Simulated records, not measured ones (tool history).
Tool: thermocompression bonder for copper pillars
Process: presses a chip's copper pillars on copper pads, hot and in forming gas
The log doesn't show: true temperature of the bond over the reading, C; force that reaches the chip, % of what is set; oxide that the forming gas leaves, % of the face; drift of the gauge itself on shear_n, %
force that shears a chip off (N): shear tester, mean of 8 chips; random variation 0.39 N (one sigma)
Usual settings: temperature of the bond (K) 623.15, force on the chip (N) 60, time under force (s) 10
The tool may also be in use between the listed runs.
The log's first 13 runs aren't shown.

run     day  temperature of the bond (K)  force on the chip (N)  time under force (s)  hours of work since the heater was calibrated  hours of work since the force cell was calibrated  hours of work since the gas filter was changed  force that shears a chip off (N)
 14  18.958                       623.15                     60                    17                                           1397                                                906                                              31                              48.2
 15  20.629                       623.15                     60                    17                                           1426                                                935                                              61                              47.9
 16  22.233                       623.15                     60                    10                                           1454                                                963                                              89                              39.7
 17  24.025                       623.15                     60                    10                                           1486                                                995                                             120                              39.9
 18  26.038                       623.15                     60                    10                                           1521                                               1030                                             156                              38.6
 19  27.029                       623.15                     60                    10                                           1539                                               1048                                             173                              39.5
 20  28.004                       623.15                     81                    16                                           1556                                               1065                                             190                              56.4
     28.667  -- forming gas filter changed
 21  29.008                       623.15                     85                    10                                           1573                                               1082                                               6                              51.0
 22  30.417                       611.15                     37                     9                                           1598                                               1107                                              31                              23.1
     31.517  -- heater calibrated with a thermocouple chip
 23  32.167                       652.15                     68                    10                                             11                                               1136                                              60                              50.9
 24  33.517                       601.15                     37                     6                                             35                                               1160                                              84                              14.1
 25  35.062                       601.15                     37                     6                                             62                                               1187                                             111                              14.4
 26  36.954                       598.15                     60                    19                                             96                                               1220                                             144                              33.8
 27  38.971                       619.15                     40                     9                                            131                                               1256                                             180                              22.2
 28  40.104                       623.15                     60                     6                                            151                                               1276                                             200                              28.5

The next listed run, before its measurement:
     40.300  -- forming gas filter changed
 29  41.092                       623.15                     60                     6                                            168                                               1293                                              14                                 ?

{"run 29": {"force that shears a chip off (N)": 29.7}}
Without the tool's hidden state the same run would have given force that shears a chip off (N) 30.9.
